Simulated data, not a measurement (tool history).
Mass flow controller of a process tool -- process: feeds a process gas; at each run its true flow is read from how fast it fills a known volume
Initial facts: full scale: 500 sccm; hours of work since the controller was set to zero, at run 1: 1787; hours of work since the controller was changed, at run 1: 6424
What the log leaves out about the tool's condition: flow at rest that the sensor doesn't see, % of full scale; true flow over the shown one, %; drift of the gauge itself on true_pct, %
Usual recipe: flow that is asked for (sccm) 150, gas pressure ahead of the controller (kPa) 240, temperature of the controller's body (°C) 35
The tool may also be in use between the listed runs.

| run | day | flow that is asked for (sccm) | gas pressure ahead of the controller (kPa) | temperature of the controller's body (°C) | hours of work since the controller was set to zero | hours of work since the controller was changed | true flow (%) |
|---|---|---|---|---|---|---|---|
| 1 | 0 | 150 | 240 | 35 | 1787 | 6424 | 100.67 |
| 2 | 12.1 | 114 | 240 | 35 | 1935 | 6572 | 101.5 |
| 3 | 29.446 | 114 | 240 | 35 | 2147 | 6784 | 101.9 |
| 4 | 50.008 | 150 | 165 | 35 | 2398 | 7036 | 101.93 |
| 5 | 60.483 | 150 | 149 | 35 | 2526 | 7164 | 102.23 |
| 6 | 73.992 | 150 | 149 | 35 | 2692 | 7329 | 102.29 |
| 7 | 86.912 | 168 | 240 | 35 | 2850 | 7487 | 101.55 |
| 8 | 98.542 | 168 | 240 | 35 | 2992 | 7629 | 101.66 |
| 9 | 118.821 | 168 | 240 | 35 | 3240 | 7878 | 101.76 |
| 10 | 138.542 | 168 | 240 | 35 | 3481 | 8119 | 101.99 |
| 11 | 149.875 | 150 | 240 | 23 | 3620 | 8257 | 101 |
| 12 | 158.867 | 150 | 240 | 23 | 3730 | 8367 | 101.19 |
| 13 | 172.762 | 150 | 240 | 23 | 3900 | 8537 | 101.24 |
| 14 | 188.604 | 150 | 240 | 23 | 4093 | 8731 | 101.5 |
| 15 | 207.067 | 150 | 240 | 35 | 4319 | 8957 | 103.1 |
| 16 | 221.988 | 150 | 240 | 35 | 4502 | 9139 | 103.22 |
|  | 230.012 | controller's zero set anew |
| 17 | 241.438 | 337 | 240 | 35 | 140 | 9377 | 99.01 |
| 18 | 253.046 | 337 | 240 | 35 | 282 | 9519 | 99 |
| 19 | 262.233 | 337 | 240 | 35 | 394 | 9631 | 98.89 |
| 20 | 279.425 | 319 | 240 | 35 | 604 | 9842 | 99.03 |
| 21 | 296.992 | 319 | 240 | 35 | 819 | 10056 | 99.08 |
| 22 | 314.596 | 150 | 204 | 25 | 1035 | 10272 | 98.46 |
| 23 | 331.517 | 150 | 204 | 25 | 1242 | 10479 | 98.84 |

For run 24, what comes out?
| 24 | 350.479 | 55 | 189 | 23 | 1473 | 10711 | ? |

{"run 24": {"true flow (%)": 101.43}}
Without the tool's hidden state the same run would have given true flow (%) 98.82.

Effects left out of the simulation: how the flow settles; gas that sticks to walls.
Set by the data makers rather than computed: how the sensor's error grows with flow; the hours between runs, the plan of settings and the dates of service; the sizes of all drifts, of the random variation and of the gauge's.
